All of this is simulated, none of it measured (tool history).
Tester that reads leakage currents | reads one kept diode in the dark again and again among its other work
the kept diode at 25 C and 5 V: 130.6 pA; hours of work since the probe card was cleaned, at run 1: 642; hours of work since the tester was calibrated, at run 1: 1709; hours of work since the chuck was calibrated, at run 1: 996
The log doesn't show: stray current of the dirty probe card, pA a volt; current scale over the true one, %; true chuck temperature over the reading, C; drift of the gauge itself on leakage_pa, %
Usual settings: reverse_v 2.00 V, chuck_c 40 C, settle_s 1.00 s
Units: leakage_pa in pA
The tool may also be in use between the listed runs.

run,day,reverse_v,chuck_c,settle_s,hours of work since the probe card was cleaned,hours of work since the tester was calibrated,hours of work since the chuck was calibrated,leakage_pa
1,0.000,2.00,40,1.00,642,1709,996,356.95
2,2.175,1.55,40,1.00,682,1750,1036,323.50
3,4.038,1.55,40,1.00,717,1785,1071,325.05
4,5.750,2.00,57,1.00,749,1816,1103,1479.58
5,7.988,2.00,40,1.00,791,1858,1145,355.85
6,9.029,2.00,40,1.00,810,1878,1164,356.57
7,10.700,2.00,40,1.00,842,1909,1196,354.81
8,11.783,2.00,40,1.00,862,1929,1216,355.69
9,13.175,2.20,40,1.74,888,1955,1242,367.98
10,15.050,1.98,33,1.00,923,1990,1277,190.16
# day 15.338: chuck's temperature calibrated
11,17.242,1.98,33,1.00,962,2030,36,185.53
12,19.071,2.18,48,0.46,996,2064,70,716.79
13,21.392,2.18,34,9.48,1040,2107,113,209.76
14,23.662,2.18,34,9.48,1082,2150,155,209.73
15,25.546,2.18,39,0.66,1117,2185,191,328.77

Forecast each of these 3 alternatives for the next run:
# day 27.371: chuck's temperature calibrated, once more
A,28.067,14.40,30,1.00,1163,2230,13,?
# day 27.371: chuck's temperature calibrated, once more
B,28.067,18.53,24,1.00,1163,2230,13,?
# day 27.371: chuck's temperature calibrated, once more
C,28.067,2.18,49,1.91,1163,2230,13,?

run,leakage_pa
A,349.94
B,234.92
C,844.66
Without the tool's hidden state the same runs would have given:
run,leakage_pa
A,322.38
B,202.47
C,831.16

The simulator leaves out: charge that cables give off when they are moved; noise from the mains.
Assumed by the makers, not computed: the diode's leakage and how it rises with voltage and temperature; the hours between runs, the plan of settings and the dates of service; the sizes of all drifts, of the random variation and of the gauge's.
